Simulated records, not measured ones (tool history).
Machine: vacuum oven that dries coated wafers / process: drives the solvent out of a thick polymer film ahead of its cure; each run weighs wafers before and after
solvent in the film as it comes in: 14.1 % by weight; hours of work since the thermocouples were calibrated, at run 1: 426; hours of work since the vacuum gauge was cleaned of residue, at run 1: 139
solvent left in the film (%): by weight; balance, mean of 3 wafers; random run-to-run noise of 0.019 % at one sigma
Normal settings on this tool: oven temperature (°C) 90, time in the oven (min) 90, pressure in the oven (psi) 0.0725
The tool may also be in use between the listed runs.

run	hour	oven temperature (°C)	time in the oven (min)	pressure in the oven (psi)	hours of work since the thermocouples were calibrated	hours of work since the vacuum gauge was cleaned of residue	solvent left in the film (%)
1	0.0	90	90	0.0725	426	139	1.12
2	29.0	90	90	0.0988	442	156	1.12
3	58.5	90	90	0.0988	459	173	1.11
4	82.8	90	91	0.0725	473	187	1.06
5	106.6	90	91	0.0725	487	200	1.02
6	131.3	90	91	0.0725	501	215	1.02
7	149.1	90	90	0.0725	511	225	1.11
8	181.2	90	90	0.0725	529	243	1.05
9	213.3	100	90	0.0725	548	261	0.29
10	236.5	77	114	0.0725	561	275	2.58
11	263.1	86	127	0.1347	576	290	1.04
12	280.1	88	90	0.1479	586	300	1.59
13	307.6	93	108	0.0725	602	315	0.49
14	327.5	93	108	0.0397	613	327	0.41
15	358.0	95	49	0.0480	630	344	1.99

Run 16 comes next. What will it give?
16	373.0	85	51	0.0513	639	353	?

solvent left in the film (%): 3.86
The same run, on a tool lacking any hidden state, would have yielded solvent left in the film (%) 3.86.
